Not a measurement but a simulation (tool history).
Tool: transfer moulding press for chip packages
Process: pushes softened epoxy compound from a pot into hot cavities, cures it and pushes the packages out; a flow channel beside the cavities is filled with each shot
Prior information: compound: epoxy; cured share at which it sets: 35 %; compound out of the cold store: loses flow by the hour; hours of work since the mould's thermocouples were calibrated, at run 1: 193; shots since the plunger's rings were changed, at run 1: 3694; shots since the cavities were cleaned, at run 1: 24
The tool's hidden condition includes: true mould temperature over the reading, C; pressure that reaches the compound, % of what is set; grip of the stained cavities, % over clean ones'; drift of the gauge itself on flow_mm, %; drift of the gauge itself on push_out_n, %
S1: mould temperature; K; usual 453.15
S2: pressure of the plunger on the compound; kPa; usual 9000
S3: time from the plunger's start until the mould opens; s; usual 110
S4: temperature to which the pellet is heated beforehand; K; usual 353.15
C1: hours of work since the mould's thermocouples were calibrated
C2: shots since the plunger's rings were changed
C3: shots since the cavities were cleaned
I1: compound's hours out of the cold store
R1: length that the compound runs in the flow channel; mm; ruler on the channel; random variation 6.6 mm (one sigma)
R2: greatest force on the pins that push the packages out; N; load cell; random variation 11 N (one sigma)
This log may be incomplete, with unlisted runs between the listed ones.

Run 1, hour 0: usual settings; C1 193; C2 3694; C3 24; I1 27.9. Result: R1 792 mm, R2 556 N.
Run 2, hour 6.4: usual settings; C1 196; C2 3736; C3 66; I1 35.9. Result: R1 764 mm, R2 534 N.
Run 3, hour 15.9: usual settings but S3 149 s; C1 200; C2 3798; C3 128; I1 9.1. Result: R1 854 mm, R2 455 N.
Run 4, hour 20.9: usual settings but S3 149 s; C1 202; C2 3831; C3 161; I1 44.4. Result: R1 746 mm, R2 457 N.
Run 5, hour 29.9: usual settings but S3 149 s; C1 206; C2 3890; C3 220; I1 37.3. Result: R1 758 mm, R2 458 N.
Run 6, hour 38.9: usual settings but S3 149 s; C1 210; C2 3949; C3 279; I1 18.7. Result: R1 833 mm, R2 465 N.
Run 7, hour 49.6: usual settings but S4 349.15 K; C1 214; C2 4019; C3 349; I1 42.9. Result: R1 738 mm, R2 539 N.
Run 8, hour 54.6: usual settings but S4 349.15 K; C1 216; C2 4052; C3 382; I1 38.7. Result: R1 773 mm, R2 548 N.
Run 9, hour 63.6: usual settings but S4 349.15 K; C1 220; C2 4111; C3 441; I1 11.4. Result: R1 871 mm, R2 561 N.
At hour 70.7: cavities cleaned with cleaning compound and waxed.
Run 10, hour 71.2: usual settings but S2 8680 kPa; C1 223; C2 4151; C3 3; I1 9.4. Result: R1 856 mm, R2 552 N.
Run 11, hour 80.7: usual settings but S2 8680 kPa; C1 227; C2 4214; C3 66; I1 18.9. Result: R1 812 mm, R2 540 N.
Run 12, hour 92: usual settings but S2 8680 kPa; C1 232; C2 4288; C3 140; I1 43.5. Result: R1 730 mm, R2 541 N.
Run 13, hour 98.7: usual settings but S3 127 s; C1 234; C2 4331; C3 183; I1 27.6. Result: R1 791 mm, R2 487 N.
Run 14, hour 106.4: usual settings but S3 127 s; C1 238; C2 4382; C3 234; I1 8.6. Result: R1 867 mm, R2 484 N.
Run 15, hour 114.9: usual settings but S3 127 s; C1 241; C2 4438; C3 290; I1 14.3. Result: R1 838 mm, R2 479 N.
Run 16, hour 122.4: usual settings but S1 455.15 K, S2 9570 kPa, S3 127 s; C1 245; C2 4487; C3 339; I1 39.9. Result: R1 760 mm, R2 468 N.
Run 17, hour 128: usual settings but S1 458.15 K, S2 10000 kPa, S3 97 s, S4 350.15 K; C1 247; C2 4524; C3 376; I1 40.5. Result: R1 783 mm, R2 525 N.
Run 18, hour 139.3: usual settings but S1 458.15 K, S2 10000 kPa, S3 92 s, S4 358.15 K; C1 252; C2 4598; C3 450; I1 46.3. Result: R1 755 mm, R2 552 N.
At hour 145.1: cavities cleaned with cleaning compound and waxed.
Run 19, hour 147.7: usual settings but S1 458.15 K, S2 8490 kPa, S3 120 s, S4 358.15 K; C1 255; C2 4643; C3 17; I1 13.5. Result: R1 815 mm, R2 451 N.
Run 20, hour 155.6: usual settings but S1 458.15 K, S2 8490 kPa, S3 111 s, S4 361.15 K; C1 258; C2 4695; C3 69; I1 22.2. Result: R1 778 mm, R2 458 N.
Run 21, hour 163.1: usual settings but S1 448.15 K, S2 7750 kPa, S3 116 s, S4 349.15 K; C1 261; C2 4744; C3 118; I1 39.3. Result: R1 722 mm, R2 650 N.
Run 22, hour 173.5: usual settings but S1 448.15 K, S2 7750 kPa, S3 116 s, S4 349.15 K; C1 266; C2 4813; C3 187; I1 24.9. Result: R1 756 mm, R2 678 N.
Run 23, hour 179.1: usual settings but S1 448.15 K, S2 10550 kPa, S3 143 s; C1 268; C2 4849; C3 223; I1 30.1. Result: R1 873 mm, R2 477 N.
Run 24, hour 190.3: usual settings but S1 455.15 K, S2 10550 kPa, S3 143 s; C1 273; C2 4923; C3 297; I1 34.1. Result: R1 822 mm, R2 442 N.
Run 25, hour 199.5: usual settings but S1 455.15 K, S2 10550 kPa, S3 143 s, S4 344.15 K; C1 277; C2 4983; C3 357; I1 46.1. Result: R1 793 mm, R2 451 N.
Run 26, hour 210.1: usual settings but S1 455.15 K, S2 10550 kPa, S3 143 s, S4 344.15 K; C1 281; C2 5053; C3 427; I1 16.7. Result: R1 902 mm, R2 436 N.
At hour 219.4: cavities cleaned with cleaning compound and waxed.
Run 27, hour 222.8: usual settings but S1 452.15 K, S2 8260 kPa, S4 351.15 K; C1 286; C2 5126; C3 22; I1 15. Result: R1 805 mm, R2 585 N.
Run 28, hour 228: usual settings but S1 452.15 K, S2 8260 kPa, S4 351.15 K; C1 288; C2 5160; C3 56; I1 27.8. Result: R1 758 mm, R2 574 N.
Run 29, hour 233.5: usual settings but S1 447.15 K, S2 9670 kPa, S3 123 s, S4 349.15 K; C1 290; C2 5196; C3 92; I1 43.7. Result: R1 781 mm, R2 616 N.

Across each entry between runs, compare the hidden state at the last listed run before it with the hidden state at the first listed run after it:
Between runs 9 and 10: cavities cleaned with cleaning compound and waxed (hour 70.7)
  grip of the stained cavities, % over clean ones': 0.9 -> 0
Between runs 18 and 19: cavities cleaned with cleaning compound and waxed (hour 145.1)
  grip of the stained cavities, % over clean ones': 0.9 -> 0.1
Between runs 26 and 27: cavities cleaned with cleaning compound and waxed (hour 219.4)
  grip of the stained cavities, % over clean ones': 0.9 -> 0.1
